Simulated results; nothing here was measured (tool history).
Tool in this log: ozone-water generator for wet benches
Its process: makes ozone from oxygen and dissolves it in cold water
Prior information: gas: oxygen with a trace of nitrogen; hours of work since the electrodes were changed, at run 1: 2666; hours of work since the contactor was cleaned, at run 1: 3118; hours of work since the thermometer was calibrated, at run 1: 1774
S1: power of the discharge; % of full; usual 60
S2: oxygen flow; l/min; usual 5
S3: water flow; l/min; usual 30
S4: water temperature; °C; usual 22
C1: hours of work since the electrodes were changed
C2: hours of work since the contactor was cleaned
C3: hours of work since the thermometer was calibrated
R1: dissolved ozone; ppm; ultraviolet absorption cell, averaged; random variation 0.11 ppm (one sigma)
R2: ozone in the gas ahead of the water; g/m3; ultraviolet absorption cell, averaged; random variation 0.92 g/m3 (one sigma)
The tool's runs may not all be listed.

run     day  S1    S2  S3  S4    C1    C2    C3    R1     R2
  1       0  60     5  30  22  2666  3118  1774  11.7  154.6
  2   2.267  60  5.34  30  22  2707  3159  1814  11.7  145.8
  3   4.592  60  5.34  30  22  2749  3201  1856  11.6  148.4
  4   6.254  60  5.34  30  22  2778  3231  1886  11.7  147.9
  5   9.938  60  5.34  30  22  2845  3297  1952  11.5    147
  6  12.283  60  5.34  22  22  2887  3339  1994  14.8  147.6
  7  15.321  60     5  30  22  2941  3394  2049  11.5  150.6
  8  16.833  60     5  25  22  2969  3421  2076  13.5  152.3
  9  19.062  60     5  25  22  3009  3461  2116  13.2    151
 10  21.454  60     5  25  22  3052  3504  2159  13.5  150.6
 11  23.188  60     5  30  17  3083  3535  2190  12.1  150.8
 12  25.246  60     5  30  22  3120  3572  2227  11.7  151.4
 13    28.9  60     5  30  22  3186  3638  2293  11.4  150.9
 14  32.408  60     5  30  22  3249  3701  2356  11.4    152
 15  34.783  60     5  30  22  3291  3743  2399  11.6  151.3
 16  38.333  60     5  30  22  3355  3807  2463  11.3  149.2
 17  40.542  53     5  30  22  3395  3847  2502  10.5  137.1
 18  43.108  60  6.27  30  22  3441  3893  2549  11.6  129.1
     44.529  -- water thermometer calibrated
 19  46.408  58  6.27  22  22  3500  3952    34  14.1  127.4
 20      50  72  3.58  44  21  3564  4017    98   8.9  208.8
 21  51.867  72  3.58  44  21  3598  4050   132     9  207.8
 22  54.258  72  3.58  44  21  3641  4093   175     9  208.6
 23  56.725  72  3.58  44  21  3685  4137   219   9.1  210.9
 24  59.962  72  3.58  44  21  3743  4196   277     9  207.6
     61.012  -- gauge calibrated
 25  62.438  72  3.58  44  21  3788  4240   322   9.2  214.2
 26  64.596  72  3.58  44  21  3827  4279   361   9.2  215.5
 27  68.046  72  3.58  44  21  3889  4341   423     9  213.2
 28  71.167  72  3.58  44  21  3945  4397   479   9.1  212.6
 29  73.638  60  3.58  33  21  3989  4441   523  10.5  187.2
 30   77.05  46  2.93  30  22  4051  4503   584   9.4  175.8
 31  79.425  46  2.93  30  22  4093  4545   627   9.3  175.9
 32  82.017  46  2.93  30  22  4140  4592   674   9.2  177.4

Subtracting, for every run, the result it would have given without the tool's unlogged condition from the measured result gives the following. The same run-to-run variation enters both numbers; the gauge's scatter may not:
The tool's hidden condition here consists of: yield of the discharge, % of new electrodes'; contactor's efficiency, % of a clean one's; true water temperature over the reading, C; drift of the gauge itself on ozone_ppm, %; drift of the gauge itself on gas_g_m3, %.
run    R2
  1  -0.1
  2  -0.3
  3  -0.4
  4  -0.6
  5  -0.8
  6    -1
  7  -1.3
  8  -1.4
  9  -1.6
 10  -1.8
 11  -1.9
 12  -2.1
 13  -2.4
 14  -2.6
 15  -2.8
 16    -3
 17  -2.9
 18    -3
 19  -3.1
 20  -5.5
 21  -5.6
 22  -5.9
 23  -6.3
 24  -6.6
 25  -0.5
 26  -0.7
 27    -1
 28  -1.4
 29  -1.4
 30  -1.6
 31  -1.8
 32    -2
R1: within 0.1 ppm of the measured result in every run.
